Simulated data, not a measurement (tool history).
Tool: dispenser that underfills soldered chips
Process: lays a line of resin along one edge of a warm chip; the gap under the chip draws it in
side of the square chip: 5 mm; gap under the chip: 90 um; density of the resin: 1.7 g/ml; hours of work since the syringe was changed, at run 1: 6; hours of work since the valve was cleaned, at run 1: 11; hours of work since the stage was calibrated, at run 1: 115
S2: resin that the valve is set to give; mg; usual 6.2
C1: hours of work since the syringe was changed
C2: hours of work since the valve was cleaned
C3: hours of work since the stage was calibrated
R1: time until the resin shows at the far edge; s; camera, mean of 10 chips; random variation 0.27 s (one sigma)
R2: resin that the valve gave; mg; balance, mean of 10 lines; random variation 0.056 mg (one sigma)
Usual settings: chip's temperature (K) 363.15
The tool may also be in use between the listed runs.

{"run": 1, "day": 0.0, "chip's temperature (K)": 363.15, "S2": 6.2, "C1": 6, "C2": 11, "C3": 115, "R1": 6.6, "R2": 6.18}
{"day": 0.058, "done": "new syringe of resin"}
{"run": 2, "day": 0.179, "chip's temperature (K)": 363.15, "S2": 6.2, "C1": 2, "C2": 14, "C3": 118, "R1": 6.1, "R2": 6.18}
{"run": 3, "day": 0.317, "chip's temperature (K)": 363.15, "S2": 5.88, "C1": 4, "C2": 16, "C3": 120, "R1": 6.6, "R2": 5.77}
{"day": 0.475, "done": "new syringe of resin"}
{"run": 4, "day": 0.512, "chip's temperature (K)": 363.15, "S2": 6.2, "C1": 1, "C2": 20, "C3": 123, "R1": 5.2, "R2": 6.06}
{"run": 5, "day": 0.692, "chip's temperature (K)": 363.15, "S2": 6.2, "C1": 4, "C2": 23, "C3": 126, "R1": 6.4, "R2": 6.12}
{"run": 6, "day": 0.867, "chip's temperature (K)": 363.15, "S2": 7.59, "C1": 7, "C2": 26, "C3": 129, "R1": 7.1, "R2": 7.49}
{"day": 0.888, "done": "new syringe of resin"}
{"run": 7, "day": 1.021, "chip's temperature (K)": 363.15, "S2": 7.59, "C1": 2, "C2": 28, "C3": 132, "R1": 5.7, "R2": 7.49}
{"run": 8, "day": 1.175, "chip's temperature (K)": 363.15, "S2": 7.59, "C1": 5, "C2": 31, "C3": 134, "R1": 6.2, "R2": 7.42}
{"day": 1.312, "done": "new syringe of resin"}
{"run": 9, "day": 1.333, "chip's temperature (K)": 363.15, "S2": 7.59, "C1": 0, "C2": 33, "C3": 137, "R1": 5.9, "R2": 7.46}

The next listed run, before its measurement:
{"run": 10, "day": 1.421, "chip's temperature (K)": 363.15, "S2": 7.59, "C1": 2, "C2": 35, "C3": 138, "R1": "?", "R2": "?"}

{"run 10": {"R1": 6.2, "R2": 7.33}}
Without the tool's hidden state the same run would have given R1 6 s, R2 7.57 mg.
